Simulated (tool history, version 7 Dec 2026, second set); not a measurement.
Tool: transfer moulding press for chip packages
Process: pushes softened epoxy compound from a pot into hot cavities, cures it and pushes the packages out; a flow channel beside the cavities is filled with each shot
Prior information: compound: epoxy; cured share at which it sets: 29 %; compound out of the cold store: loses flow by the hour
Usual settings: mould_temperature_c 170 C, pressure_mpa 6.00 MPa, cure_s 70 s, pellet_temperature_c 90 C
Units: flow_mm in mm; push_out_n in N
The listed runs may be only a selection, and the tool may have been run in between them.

run   hour  mould_temperature_c  pressure_mpa  cure_s  pellet_temperature_c  incoming compound's hours out of the cold store  flow_mm  push_out_n
  1    0.0                  170          6.00      70                    90                                             18.5      951         447
  2    8.1                  170          6.00      70                    90                                              8.5      981         456
  3   21.0                  170          6.00      70                    90                                             12.0      965         481
  4   29.0                  170          6.00      70                    90                                             31.6      912         463
  5   43.4                  170          6.00      70                    82                                             30.7      915         512
  6   51.0                  170          6.00      70                    90                                             10.9      967         516
      53.9  -- cavities cleaned with cleaning compound and waxed
  7   60.8                  170          6.00      70                    87                                             21.1      940         394
  8   67.1                  170          6.00      70                    87                                             24.0      937         420
  9   77.9                  170          5.66      70                    87                                             23.1      909         450
 10   87.6                  170          6.00      70                    90                                             44.4      885         450
 11  101.3                  170          6.00      70                    90                                             31.7      914         469
 12  114.5                  170          6.00      70                    90                                             22.2      927         504
 13  121.3                  170          6.00      70                    90                                             31.8      910         516
     127.5  -- cavities cleaned with cleaning compound and waxed
 14  130.8                  170          6.00      70                    90                                             34.8      903         376
 15  137.3                  170          6.12      70                    90                                             32.8      910         405
 16  144.7                  165          7.04      70                    90                                             46.2      965         542
 17  154.3                  170          4.55      76                    91                                             19.5      814         409
 18  165.9                  170          6.00      70                    90                                             20.5      927         467
 19  175.8                  170          6.00      96                    90                                             22.1      935         392
 20  181.7                  170          6.60      70                    90                                             31.7      938         492
 21  190.7                  178          6.50     104                    97                                             35.2      908         399
     200.2  -- cavities cleaned with cleaning compound and waxed
 22  201.9                  176          6.00      65                    90                                             17.1      917         344
 23  215.2                  176          6.00      65                    90                                             20.0      911         378
 24  222.3                  170          5.60      54                    96                                             43.5      837         706
 25  236.6                  170          6.95      54                    88                                             27.7      972         815
 26  246.4                  165          6.95      54                    80                                             32.1      972        1249
 27  255.5                  165          5.53      94                    95                                             35.8      860         450
 28  265.9                  173          6.00      70                    90                                             32.2      881         452
     273.3  -- cavities cleaned with cleaning compound and waxed
 29  275.0                  170          4.74      86                    90                                             39.4      781         330

Each run again, without the hidden state but with its own random variation kept:
The hidden state here: true mould temperature over the reading, C; pressure that reaches the compound, % of what is set; grip of the stained cavities, % over clean ones'; drift of the gauge itself on flow_mm, %; drift of the gauge itself on push_out_n, %.
run  flow_mm  push_out_n
  1      958         376
  2      990         368
  3      975         370
  4      923         348
  5      927         373
  6      982         370
  7      955         368
  8      952         374
  9      925         375
 10      901         360
 11      933         355
 12      948         371
 13      932         372
 14      925         360
 15      933         370
 16      991         471
 17      837         337
 18      954         367
 19      963         297
 20      968         367
 21      937         293
 22      948         328
 23      943         328
 24      868         592
 25     1010         644
 26     1011         956
 27      895         333
 28      919         328
 29      816         316
